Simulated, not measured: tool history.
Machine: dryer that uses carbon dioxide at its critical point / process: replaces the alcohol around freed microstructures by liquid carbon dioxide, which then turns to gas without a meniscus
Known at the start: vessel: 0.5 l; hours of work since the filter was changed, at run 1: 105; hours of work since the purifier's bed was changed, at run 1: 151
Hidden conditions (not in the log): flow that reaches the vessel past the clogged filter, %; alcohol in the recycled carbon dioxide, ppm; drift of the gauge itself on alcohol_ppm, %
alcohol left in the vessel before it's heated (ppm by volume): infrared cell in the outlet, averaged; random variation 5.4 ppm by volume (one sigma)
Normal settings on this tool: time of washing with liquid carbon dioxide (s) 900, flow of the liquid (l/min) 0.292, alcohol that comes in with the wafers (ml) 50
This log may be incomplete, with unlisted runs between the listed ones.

| run | hour | time of washing with liquid carbon dioxide (s) | flow of the liquid (l/min) | alcohol that comes in with the wafers (ml) | hours of work since the filter was changed | hours of work since the purifier's bed was changed | alcohol left in the vessel before it's heated (ppm by volume) |
|---|---|---|---|---|---|---|---|
| 1 | 0.0 | 900 | 0.292 | 50 | 105 | 151 | 193 |
| 2 | 5.0 | 900 | 0.292 | 50 | 108 | 153 | 195 |
| 3 | 14.5 | 720 | 0.292 | 50 | 113 | 159 | 597 |
| 4 | 22.3 | 900 | 0.292 | 50 | 117 | 163 | 198 |
| 5 | 31.0 | 900 | 0.292 | 50 | 122 | 168 | 197 |
| 6 | 35.5 | 900 | 0.292 | 50 | 125 | 170 | 194 |
| 7 | 45.5 | 900 | 0.292 | 50 | 130 | 176 | 204 |
| 8 | 55.3 | 900 | 0.292 | 50 | 136 | 181 | 206 |
| 9 | 60.6 | 900 | 0.292 | 50 | 139 | 184 | 212 |
| 10 | 71.2 | 900 | 0.292 | 50 | 144 | 190 | 212 |
| 11 | 76.6 | 900 | 0.292 | 50 | 147 | 193 | 207 |
| 12 | 85.9 | 900 | 0.292 | 50 | 153 | 198 | 218 |
| 13 | 90.6 | 900 | 0.292 | 50 | 155 | 201 | 207 |
| 14 | 96.5 | 900 | 0.292 | 50 | 158 | 204 | 209 |
| 15 | 103.1 | 900 | 0.292 | 50 | 162 | 207 | 215 |
| 16 | 110.2 | 900 | 0.292 | 50 | 166 | 211 | 225 |
| 17 | 115.8 | 900 | 0.292 | 50 | 169 | 215 | 216 |
| 18 | 120.4 | 900 | 0.292 | 50 | 172 | 217 | 229 |
| 19 | 125.5 | 1080 | 0.292 | 50 | 174 | 220 | 103 |
| 20 | 135.7 | 1080 | 0.292 | 50 | 180 | 225 | 107 |
| 21 | 141.9 | 900 | 0.292 | 50 | 183 | 229 | 231 |
| 22 | 152.0 | 900 | 0.292 | 50 | 189 | 234 | 223 |
| 23 | 156.8 | 900 | 0.292 | 50 | 192 | 237 | 238 |
| 24 | 167.0 | 720 | 0.292 | 50 | 197 | 243 | 642 |
| 25 | 174.0 | 960 | 0.283 | 50 | 201 | 247 | 202 |
| 26 | 178.9 | 960 | 0.283 | 50 | 204 | 249 | 204 |
| 27 | 187.7 | 540 | 0.189 | 50 | 209 | 254 | 8343 |
| 28 | 192.1 | 660 | 0.365 | 44 | 211 | 257 | 329 |
| 29 | 202.1 | 780 | 0.445 | 104 | 217 | 262 | 119 |
| 30 | 212.4 | 660 | 0.373 | 74 | 222 | 268 | 437 |
| 31 | 222.3 | 780 | 0.209 | 20 | 228 | 273 | 853 |
| 32 | 232.9 | 900 | 0.183 | 32 | 234 | 279 | 1266 |
| 33 | 242.7 | 1200 | 0.199 | 71 | 239 | 284 | 510 |
| 34 | 247.2 | 1200 | 0.199 | 71 | 241 | 287 | 523 |
| 35 | 252.1 | 1200 | 0.199 | 71 | 244 | 290 | 529 |
| 36 | 261.4 | 1200 | 0.336 | 71 | 249 | 295 | 83 |
| 37 | 270.0 | 1200 | 0.305 | 21 | 254 | 300 | 90 |
| 38 | 276.4 | 1140 | 0.390 | 50 | 258 | 303 | 72 |
| 39 | 281.8 | 900 | 0.292 | 50 | 261 | 306 | 249 |
| 40 | 287.3 | 1020 | 0.292 | 30 | 264 | 309 | 130 |
| 41 | 296.1 | 1380 | 0.292 | 42 | 268 | 314 | 97 |
| 42 | 300.8 | 900 | 0.292 | 43 | 271 | 317 | 229 |
| 43 | 307.0 | 840 | 0.321 | 47 | 274 | 320 | 209 |
| 44 | 317.3 | 900 | 0.353 | 50 | 280 | 326 | 140 |
| 45 | 323.2 | 900 | 0.353 | 50 | 283 | 329 | 130 |
| 46 | 331.3 | 900 | 0.353 | 50 | 288 | 333 | 135 |
| 47 | 341.5 | 1140 | 0.241 | 39 | 293 | 339 | 202 |

Consider 4 possible next runs. They are alternatives, not a sequence: every one starts from the tool as it was left by run 47. What does each give?
| A | 346.6 | 1260 | 0.241 | 39 | 296 | 342 | ? |
| B | 346.6 | 1320 | 0.292 | 23 | 296 | 342 | ? |
| C | 346.6 | 540 | 0.186 | 74 | 296 | 342 | ? |
| D | 346.6 | 1140 | 0.241 | 45 | 296 | 342 | ? |

| run | alcohol left in the vessel before it's heated (ppm by volume) |
|---|---|
| A | 147 |
| B | 102 |
| C | 13668 |
| D | 204 |
The same runs, with their run-to-run variation unchanged, on a tool lacking any hidden condition would have given:
| run | alcohol left in the vessel before it's heated (ppm by volume) |
|---|---|
| A | 45 |
| B | 13 |
| C | 12214 |
| D | 88 |
